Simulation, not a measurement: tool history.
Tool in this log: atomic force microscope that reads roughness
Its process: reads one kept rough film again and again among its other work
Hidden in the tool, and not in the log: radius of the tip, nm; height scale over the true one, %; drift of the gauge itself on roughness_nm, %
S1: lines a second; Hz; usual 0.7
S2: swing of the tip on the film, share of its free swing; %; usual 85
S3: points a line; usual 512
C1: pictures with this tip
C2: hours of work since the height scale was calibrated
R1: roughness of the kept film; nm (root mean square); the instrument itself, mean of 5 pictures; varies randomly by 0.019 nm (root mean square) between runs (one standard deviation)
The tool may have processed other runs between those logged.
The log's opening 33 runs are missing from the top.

run	hour	S1	S2	S3	C1	C2	R1
34	376.8	2.611	81	263	139	551	3.584
35	390.6	2.611	81	263	164	561	3.506
36	400.3	2.611	81	263	182	569	3.459
37	408.1	0.7	56	508	196	574	3.958
# hour 412: new tip fitted
38	417.7	2.778	59	507	11	581	4.502
39	425.1	2.778	59	507	24	587	4.452
40	440.4	1.196	78	507	52	598	4.298
41	455.6	0.7	58	518	80	609	4.388
42	462.8	0.682	68	385	93	614	4.314
43	472.3	0.7	87	652	110	621	4.036
44	487.6	0.744	68	512	139	633	4.126
45	497	0.989	58	933	156	640	4.095
46	512.4	0.989	58	933	184	651	3.996
# hour 522.4: new tip fitted
47	526.7	1.681	73	365	8	661	4.439
48	538	1.681	73	365	28	670	4.345
49	553.3	1.681	73	365	56	681	4.24
50	567	0.864	73	365	81	691	4.301
51	575.7	0.864	73	365	97	698	4.264
52	586.1	2.793	73	365	116	705	3.822

5 options for the next run, each taken on its own from the tool as it stands now. Forecast them:
A	592.6	0.59	61	289	128	710	?
B	592.6	3.631	64	905	128	710	?
C	592.6	1.776	75	716	128	710	?
D	592.6	3.788	83	305	128	710	?
E	592.6	0.7	85	798	128	710	?

run	R1
A	4.238
B	3.897
C	3.924
D	3.349
E	4.057
Had the tool no hidden state, the same runs would have come out as:
run	R1
A	4.732
B	4.352
C	4.381
D	3.738
E	4.529
